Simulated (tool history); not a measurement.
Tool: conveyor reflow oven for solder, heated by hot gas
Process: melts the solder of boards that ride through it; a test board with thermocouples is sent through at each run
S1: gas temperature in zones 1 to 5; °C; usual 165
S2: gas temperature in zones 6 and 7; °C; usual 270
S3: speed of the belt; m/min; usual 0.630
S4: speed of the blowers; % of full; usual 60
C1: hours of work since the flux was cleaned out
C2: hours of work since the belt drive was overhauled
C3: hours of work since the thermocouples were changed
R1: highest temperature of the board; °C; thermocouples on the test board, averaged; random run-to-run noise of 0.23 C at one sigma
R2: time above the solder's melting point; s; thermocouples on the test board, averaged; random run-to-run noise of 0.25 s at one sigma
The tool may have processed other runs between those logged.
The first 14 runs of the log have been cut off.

| run | hour | S1 | S2 | S3 | S4 | C1 | C2 | C3 | R1 | R2 |
|---|---|---|---|---|---|---|---|---|---|---|
| 15 | 278.0 | 155 | 284 | 0.630 | 60 | 161 | 574 | 97 | 263.0 | 58.1 |
| 16 | 302.2 | 156 | 263 | 0.630 | 60 | 180 | 593 | 116 | 244.9 | 45.5 |
|  | 327.3 | flux residue cleaned out of gas plates and filters |
| 17 | 330.9 | 166 | 279 | 0.503 | 57 | 3 | 612 | 135 | 267.4 | 81.0 |
| 18 | 355.0 | 153 | 259 | 0.630 | 60 | 22 | 631 | 154 | 241.0 | 41.2 |
| 19 | 380.0 | 173 | 282 | 0.535 | 64 | 41 | 651 | 174 | 271.1 | 80.0 |
| 20 | 402.4 | 153 | 280 | 0.573 | 87 | 59 | 668 | 191 | 269.9 | 69.5 |
| 21 | 415.2 | 162 | 266 | 0.555 | 82 | 69 | 678 | 201 | 257.6 | 67.4 |
| 22 | 437.7 | 162 | 266 | 0.555 | 82 | 87 | 696 | 219 | 257.5 | 67.8 |
| 23 | 461.0 | 162 | 266 | 0.555 | 82 | 105 | 714 | 237 | 257.7 | 67.3 |
| 24 | 474.1 | 159 | 268 | 0.619 | 58 | 115 | 724 | 247 | 250.1 | 51.1 |
| 25 | 494.6 | 151 | 270 | 0.509 | 54 | 131 | 741 | 264 | 255.4 | 67.2 |
| 26 | 513.0 | 165 | 270 | 0.704 | 52 | 146 | 755 | 278 | 245.1 | 42.1 |
| 27 | 535.5 | 179 | 270 | 0.630 | 77 | 164 | 773 | 296 | 259.1 | 64.1 |
| 28 | 560.9 | 165 | 259 | 0.651 | 60 | 183 | 793 | 316 | 241.8 | 43.6 |
|  | 581.3 | flux residue cleaned out of gas plates and filters |
| 29 | 590.8 | 165 | 259 | 0.651 | 60 | 7 | 812 | 335 | 242.2 | 43.8 |
| 30 | 605.6 | 165 | 282 | 0.502 | 55 | 19 | 824 | 347 | 269.5 | 81.4 |

What if the next run were any one of these 5? Each begins from the tool's condition after run 30:
| A | 631.5 | 165 | 282 | 0.678 | 62 | 39 | 844 | 367 | ? | ? |
| B | 631.5 | 180 | 269 | 0.593 | 55 | 39 | 844 | 367 | ? | ? |
| C | 631.5 | 165 | 282 | 0.505 | 58 | 39 | 844 | 367 | ? | ? |
| D | 631.5 | 164 | 270 | 0.630 | 69 | 39 | 844 | 367 | ? | ? |
| E | 631.5 | 165 | 269 | 0.546 | 61 | 39 | 844 | 367 | ? | ? |

| run | R1 | R2 |
|---|---|---|
| A | 261.4 | 55.3 |
| B | 255.3 | 65.0 |
| C | 269.9 | 81.7 |
| D | 255.4 | 56.2 |
| E | 257.1 | 66.8 |
With the hidden condition removed and each run's random variation left untouched, the same runs would have given:
| run | R1 | R2 |
|---|---|---|
| A | 261.3 | 55.2 |
| B | 255.2 | 64.9 |
| C | 269.8 | 81.6 |
| D | 255.3 | 56.1 |
| E | 257.0 | 66.7 |
